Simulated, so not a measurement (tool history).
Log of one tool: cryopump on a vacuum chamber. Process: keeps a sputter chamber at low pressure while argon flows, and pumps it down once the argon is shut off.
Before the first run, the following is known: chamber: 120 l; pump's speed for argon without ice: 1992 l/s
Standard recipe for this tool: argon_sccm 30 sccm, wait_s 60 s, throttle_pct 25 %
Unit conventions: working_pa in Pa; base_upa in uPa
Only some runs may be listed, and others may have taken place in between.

| run | hour | argon_sccm | wait_s | throttle_pct | working_pa | base_upa |
|---|---|---|---|---|---|---|
| 1 | 0.0 | 30 | 60 | 25 | 0.1017 | 1.84 |
| 2 | 12.5 | 30 | 60 | 30 | 0.0857 | 1.78 |
| 3 | 27.1 | 30 | 37 | 25 | 0.1021 | 2.57 |
| 4 | 41.0 | 30 | 60 | 25 | 0.1014 | 1.84 |
| 5 | 54.8 | 30 | 60 | 23 | 0.1124 | 1.84 |
| 6 | 62.4 | 30 | 60 | 23 | 0.1120 | 1.85 |
| 7 | 70.6 | 30 | 60 | 23 | 0.1123 | 1.90 |
| 8 | 77.4 | 30 | 60 | 23 | 0.1113 | 1.85 |
| 9 | 89.5 | 30 | 60 | 23 | 0.1129 | 1.87 |
| 10 | 98.0 | 30 | 60 | 23 | 0.1113 | 1.88 |
| 11 | 108.9 | 30 | 60 | 23 | 0.1133 | 1.94 |
| 12 | 117.8 | 30 | 60 | 23 | 0.1126 | 1.96 |
| 13 | 130.1 | 31 | 60 | 23 | 0.1161 | 1.97 |
| 14 | 137.3 | 30 | 60 | 16 | 0.1611 | 1.88 |
| 15 | 151.9 | 30 | 60 | 16 | 0.1614 | 1.92 |
| 16 | 164.9 | 30 | 60 | 25 | 0.1064 | 1.90 |
| 17 | 171.9 | 30 | 60 | 25 | 0.1038 | 2.02 |
| 18 | 187.1 | 12 | 60 | 25 | 0.0415 | 1.97 |
| 19 | 202.6 | 18 | 227 | 44 | 0.0369 | 1.11 |
| 20 | 210.6 | 46 | 209 | 16 | 0.2500 | 1.12 |
| 21 | 227.5 | 46 | 209 | 16 | 0.2480 | 1.14 |
| 22 | 239.0 | 32 | 64 | 58 | 0.0507 | 1.93 |
| 23 | 254.8 | 32 | 64 | 58 | 0.0500 | 1.93 |
| 24 | 271.0 | 55 | 61 | 19 | 0.2521 | 2.04 |

Predict the results of run 25:
| 25 | 279.2 | 13 | 29 | 36 | ? | ? |

For run 25 the tool returned working_pa 0.0323 Pa, base_upa 3.24 uPa.
Take away the tool's hidden state, keep the run-to-run variation as it was, and the same run would have given working_pa 0.0306 Pa, base_upa 2.52 uPa.
